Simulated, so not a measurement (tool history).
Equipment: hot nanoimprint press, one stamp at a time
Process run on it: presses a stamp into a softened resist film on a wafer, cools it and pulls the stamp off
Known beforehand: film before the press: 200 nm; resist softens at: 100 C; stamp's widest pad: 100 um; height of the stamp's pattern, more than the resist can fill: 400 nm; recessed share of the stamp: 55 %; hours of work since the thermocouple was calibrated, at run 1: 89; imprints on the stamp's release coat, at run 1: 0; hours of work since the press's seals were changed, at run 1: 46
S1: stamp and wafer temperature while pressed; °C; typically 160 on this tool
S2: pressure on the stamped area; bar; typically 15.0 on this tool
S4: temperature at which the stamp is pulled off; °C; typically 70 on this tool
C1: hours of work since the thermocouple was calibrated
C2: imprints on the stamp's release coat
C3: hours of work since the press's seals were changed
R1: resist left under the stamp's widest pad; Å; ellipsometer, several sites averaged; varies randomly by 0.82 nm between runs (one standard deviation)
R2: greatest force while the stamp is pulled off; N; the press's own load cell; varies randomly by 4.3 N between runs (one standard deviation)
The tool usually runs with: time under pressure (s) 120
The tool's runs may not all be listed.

Run 1, hour 0.0: usual settings; C1 89; C2 0; C3 46. Result: R1 1101 Å, R2 222 N.
Run 2, hour 6.8: usual settings but S2 17.3 bar; C1 93; C2 19; C3 50. Result: R1 1059 Å, R2 215 N.
Run 3, hour 17.2: usual settings; C1 99; C2 49; C3 56. Result: R1 1090 Å, R2 210 N.
Run 4, hour 24.4: usual settings; C1 104; C2 70; C3 60. Result: R1 1116 Å, R2 219 N.
Run 5, hour 34.8: usual settings; C1 110; C2 100; C3 67. Result: R1 1113 Å, R2 214 N.
Run 6, hour 43.4: usual settings; C1 115; C2 124; C3 72. Result: R1 1109 Å, R2 220 N.
Run 7, hour 56.4: usual settings but time under pressure (s) 86; C1 122; C2 161; C3 79. Result: R1 1235 Å, R2 221 N.
Run 8, hour 66.3: usual settings but time under pressure (s) 86; C1 128; C2 190; C3 85. Result: R1 1246 Å, R2 225 N.
Run 9, hour 78.2: usual settings but time under pressure (s) 86; C1 135; C2 223; C3 92. Result: R1 1230 Å, R2 230 N.
At hour 82.2: plate thermocouple calibrated.
Run 10, hour 92.6: usual settings but time under pressure (s) 86; C1 6; C2 256; C3 99. Result: R1 1248 Å, R2 229 N.
Run 11, hour 99.1: usual settings but time under pressure (s) 86; C1 10; C2 275; C3 103. Result: R1 1262 Å, R2 231 N.
Run 12, hour 108.4: usual settings but time under pressure (s) 234, S4 77 °C; C1 15; C2 301; C3 108. Result: R1 898 Å, R2 197 N.
Run 13, hour 114.9: usual settings but S1 154 °C; C1 19; C2 320; C3 112. Result: R1 1366 Å, R2 227 N.
At hour 123.3: plate thermocouple calibrated, once more.
Run 14, hour 127.5: usual settings but S1 154 °C; C1 2; C2 347; C3 118. Result: R1 1337 Å, R2 231 N.
Run 15, hour 134.6: usual settings but S1 154 °C; C1 7; C2 368; C3 122. Result: R1 1325 Å, R2 232 N.
Run 16, hour 143.9: usual settings but S2 21.3 bar; C1 12; C2 394; C3 127. Result: R1 960 Å, R2 229 N.
Run 17, hour 157.4: usual settings but time under pressure (s) 62, S4 76 °C; C1 20; C2 433; C3 135. Result: R1 1339 Å, R2 211 N.
Run 18, hour 169.4: usual settings but time under pressure (s) 62, S4 76 °C; C1 27; C2 467; C3 142. Result: R1 1342 Å, R2 211 N.
Run 19, hour 180.3: usual settings but S1 150 °C, S2 10.3 bar, time under pressure (s) 202, S4 76 °C; C1 33; C2 498; C3 149. Result: R1 1449 Å, R2 210 N.
At hour 188.4: stamp cleaned and given a new release coat.
Run 20, hour 196.2: usual settings but S1 158 °C, S2 10.3 bar, time under pressure (s) 202, S4 76 °C; C1 39; C2 23; C3 154. Result: R1 1112 Å, R2 182 N.
Run 21, hour 207.2: usual settings but S1 165 °C, S2 10.3 bar, time under pressure (s) 202, S4 76 °C; C1 46; C2 54; C3 161. Result: R1 843 Å, R2 184 N.

Predict each of these 3 candidate next runs independently; none follows another, all start after run 21:
Run A, hour 214.6: usual settings but S4 74 °C; C1 50; C2 75; C3 165. Result: R1 ?, R2 ?.
Run B, hour 214.6: usual settings but S2 10.7 bar; C1 50; C2 75; C3 165. Result: R1 ?, R2 ?.
Run C, hour 214.6: usual settings but S1 165 °C, S2 13.0 bar, time under pressure (s) 202, S4 71 °C; C1 50; C2 75; C3 165. Result: R1 ?, R2 ?.

run    R1   R2
  A  1090  197
  B  1209  209
  C   787  213
What these runs would have given with no unlogged condition in the tool:
run    R1   R2
  A  1087  193
  B  1208  205
  C   785  209

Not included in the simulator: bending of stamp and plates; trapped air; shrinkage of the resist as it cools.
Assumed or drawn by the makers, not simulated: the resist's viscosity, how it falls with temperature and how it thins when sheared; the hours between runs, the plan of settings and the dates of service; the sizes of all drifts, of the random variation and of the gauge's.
